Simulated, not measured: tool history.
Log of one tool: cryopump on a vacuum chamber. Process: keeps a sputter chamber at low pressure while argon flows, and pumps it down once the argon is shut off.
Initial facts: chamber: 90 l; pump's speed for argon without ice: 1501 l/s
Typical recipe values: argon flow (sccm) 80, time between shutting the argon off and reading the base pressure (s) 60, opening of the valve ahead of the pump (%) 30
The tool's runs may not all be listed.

run   hour  argon flow (sccm)  time between shutting the argon off and reading the base pressure (s)  opening of the valve ahead of the pump (%)  pressure while argon flows (Pa)  pressure after the wait (uPa)
  1    0.0                 80                                                                     60                                          30                           0.3466                           2.76
  2   23.6                 80                                                                     60                                          30                           0.3530                           2.77
      55.1  -- pump warmed up, emptied and cooled again
  3   55.1                 80                                                                     60                                          30                           0.3023                           2.29
  4   84.6                 80                                                                     60                                          30                           0.3017                           2.33
  5  117.5                 80                                                                     51                                          30                           0.3046                           2.55
  6  145.0                 80                                                                     51                                          30                           0.3050                           2.56
  7  163.4                 80                                                                     51                                          30                           0.3064                           2.65
  8  194.5                 37                                                                     60                                          30                           0.1423                           2.36
  9  216.4                 37                                                                     60                                          30                           0.1417                           2.48
 10  251.5                 37                                                                     60                                          30                           0.1423                           2.44
 11  278.3                 47                                                                     60                                          30                           0.1836                           2.55

What does the tool deliver on the next run?
 12  301.7                 47                                                                     72                                          36                                ?                              ?

{"run 12": {"pressure while argon flows (Pa)": 0.1546, "pressure after the wait (uPa)": 2.37}}
Minus the tool's unlogged condition, the same run would have read pressure while argon flows (Pa) 0.1468, pressure after the wait (uPa) 1.27.

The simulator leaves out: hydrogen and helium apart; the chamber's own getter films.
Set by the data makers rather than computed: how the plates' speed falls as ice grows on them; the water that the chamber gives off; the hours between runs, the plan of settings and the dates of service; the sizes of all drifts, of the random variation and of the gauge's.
